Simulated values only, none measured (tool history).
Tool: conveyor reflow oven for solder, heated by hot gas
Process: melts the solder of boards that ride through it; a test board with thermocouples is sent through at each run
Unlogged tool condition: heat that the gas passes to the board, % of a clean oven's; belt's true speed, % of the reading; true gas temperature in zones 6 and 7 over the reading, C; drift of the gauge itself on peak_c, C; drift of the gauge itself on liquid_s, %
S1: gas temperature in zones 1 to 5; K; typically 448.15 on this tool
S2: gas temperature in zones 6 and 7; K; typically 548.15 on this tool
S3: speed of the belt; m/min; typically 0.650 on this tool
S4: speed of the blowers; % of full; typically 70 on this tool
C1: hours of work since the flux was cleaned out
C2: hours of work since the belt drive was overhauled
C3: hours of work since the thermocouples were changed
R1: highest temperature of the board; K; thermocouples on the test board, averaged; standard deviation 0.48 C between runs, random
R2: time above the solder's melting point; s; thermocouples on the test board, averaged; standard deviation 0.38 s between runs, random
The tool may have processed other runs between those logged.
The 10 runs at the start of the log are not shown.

| run | hour | S1 | S2 | S3 | S4 | C1 | C2 | C3 | R1 | R2 |
|---|---|---|---|---|---|---|---|---|---|---|
| 11 | 77.3 | 463.15 | 548.15 | 0.650 | 70 | 186 | 198 | 56 | 532.15 | 57.0 |
| 12 | 84.8 | 463.15 | 548.15 | 0.650 | 70 | 191 | 203 | 62 | 533.55 | 57.4 |
| 13 | 94.3 | 463.15 | 548.15 | 0.650 | 70 | 198 | 210 | 69 | 532.35 | 57.0 |
| 14 | 99.1 | 448.15 | 548.15 | 0.529 | 70 | 202 | 214 | 72 | 535.55 | 67.9 |
| 15 | 109.1 | 448.15 | 548.15 | 0.529 | 70 | 209 | 221 | 79 | 535.55 | 67.8 |
| 16 | 116.4 | 456.15 | 548.15 | 0.650 | 70 | 214 | 226 | 85 | 530.45 | 53.6 |
| 17 | 120.8 | 445.15 | 549.15 | 0.669 | 67 | 217 | 229 | 88 | 528.95 | 47.4 |
| 18 | 128.1 | 448.15 | 541.15 | 0.650 | 70 | 223 | 235 | 93 | 523.75 | 46.5 |
|  | 132.8 | belt drive overhauled, speed set with a stopwatch |
| 19 | 139.5 | 440.15 | 547.15 | 0.552 | 77 | 228 | 5 | 98 | 533.85 | 60.6 |
| 20 | 147.8 | 445.15 | 548.15 | 0.604 | 70 | 234 | 11 | 105 | 531.15 | 55.0 |
| 21 | 153.0 | 448.15 | 557.15 | 0.650 | 69 | 238 | 15 | 108 | 536.45 | 53.9 |
| 22 | 157.3 | 448.15 | 557.15 | 0.650 | 69 | 241 | 18 | 111 | 536.75 | 54.4 |
|  | 165.6 | belt drive overhauled, speed set with a stopwatch, once more |
| 23 | 167.5 | 448.15 | 557.15 | 0.650 | 69 | 245 | 1 | 116 | 536.95 | 53.9 |
| 24 | 173.6 | 448.15 | 557.15 | 0.650 | 69 | 250 | 6 | 120 | 537.25 | 54.5 |
| 25 | 181.4 | 448.15 | 545.15 | 0.533 | 69 | 256 | 11 | 126 | 532.45 | 64.7 |
| 26 | 190.1 | 444.15 | 562.15 | 0.763 | 69 | 262 | 18 | 132 | 532.75 | 42.8 |

Run 27 is up next; what results do you expect?
| 27 | 196.0 | 439.15 | 562.15 | 0.763 | 69 | 266 | 22 | 137 | ? | ? |

{"run 27": {"R1": 531.35, "R2": 41.1}}
With the hidden condition absent and the run-to-run variation left alone, this run would have shown R1 535.55 K, R2 43.3 s.

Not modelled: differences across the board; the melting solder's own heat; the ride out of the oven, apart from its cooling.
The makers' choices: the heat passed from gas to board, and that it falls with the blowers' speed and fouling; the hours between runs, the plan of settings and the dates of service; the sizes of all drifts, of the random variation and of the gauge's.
